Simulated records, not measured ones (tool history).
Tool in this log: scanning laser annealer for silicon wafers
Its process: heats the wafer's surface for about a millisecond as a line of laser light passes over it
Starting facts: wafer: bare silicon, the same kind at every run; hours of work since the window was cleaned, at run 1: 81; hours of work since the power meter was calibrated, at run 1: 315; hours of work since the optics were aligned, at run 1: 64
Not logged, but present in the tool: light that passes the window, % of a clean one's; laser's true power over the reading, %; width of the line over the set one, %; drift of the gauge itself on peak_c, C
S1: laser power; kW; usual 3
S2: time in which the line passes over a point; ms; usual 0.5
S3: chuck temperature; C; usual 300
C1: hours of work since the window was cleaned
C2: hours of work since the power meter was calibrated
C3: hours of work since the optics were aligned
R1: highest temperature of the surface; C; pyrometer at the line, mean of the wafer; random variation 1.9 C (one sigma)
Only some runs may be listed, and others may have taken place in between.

run     day     S1     S2   S3   C1   C2   C3    R1
  1       0      3    0.5  300   81  315   64  1124
  2   0.296      3    0.5  300   85  319   69  1127
  3   0.833      3    0.5  300   93  327   77  1126
  4   1.379      3    0.5  305  101  335   85  1132
  5   1.679      3    0.5  305  105  339   89  1134
  6   2.112      3    0.5  305  112  346   95  1133
  7   2.417      3    0.5  305  116  350  100  1136
  8   3.004      3    0.5  305  125  359  108  1131
  9   3.562      3    0.5  305  133  367  116  1132
 10   4.204      3    0.5  305  142  376  126  1135
 11   4.712  3.241    0.5  305  150  384  133  1201
 12   5.033      3    0.5  297  154  388  138  1126
 13   5.354      3    0.5  297  159  393  143  1125
 14     5.7      3    0.5  297  164  398  148  1122
 15   6.283      3    0.5  300  173  407  156  1127
 16    6.65      3    0.5  300  178  412  162  1126
 17    7.25      3    0.5  300  187  421  170  1125
 18   7.812      3    0.5  300  195  429  179  1129
 19   8.079  2.784    0.5  300  199  433  182  1067
 20    8.45  2.784    0.5  300  204  438  188  1070
 21   8.846      3  0.493  300  210  444  194  1119
 22   9.312  2.994  0.591  270  217  451  200  1177
 23   9.879   3.16  0.502  270  225  459  209  1143
 24  10.262  3.283  0.388  291  231  465  214  1076
 25  10.579  3.283  0.388  291  235  469  219  1075
 26  11.167  2.736  0.388  291  244  478  227   948
 27  11.742  3.281   0.44  285  252  486  236  1123
 28  12.283  3.281   0.44  285  260  494  244  1126
 29  12.921  3.281   0.44  285  270  503  253  1127
 30  13.354  2.638    0.5  332  276  510  259  1060
 31  13.846      3    0.5  267  283  517  267  1095
 32   14.35      3    0.5  267  290  524  274  1095
 33  14.804      3    0.5  267  297  531  281  1092
 34  15.354  2.737   0.49  263  305  539  289  1011
 35  15.975  2.737   0.49  263  314  548  298  1008
 36  16.325      3  0.598  322  319  553  303  1233
 37  16.817  2.737    0.5  324  326  560  310  1076
 38    17.2  2.572  0.365  331  332  566  315   929
 39  17.558  2.611  0.408  300  337  571  321   946
 40  18.208      3  0.371  300  347  581  330  1004
 41  18.554      3  0.371  300  352  586  335   999

Each row is a separate what-if for the run after 41, all from the same tool condition, not one after another. Results?
  A  19.067  2.998  0.371  300  359  593  343   ?
  B  19.067      3  0.583  282  359  593  343   ?
  C  19.067      3   0.39  300  359  593  343   ?
  D  19.067  2.792   0.35  324  359  593  343   ?

run    R1
  A  1002
  B  1180
  C  1021
  D   957
With no hidden state in the tool, these same runs would have given:
run    R1
  A  1003
  B  1180
  C  1021
  D   957
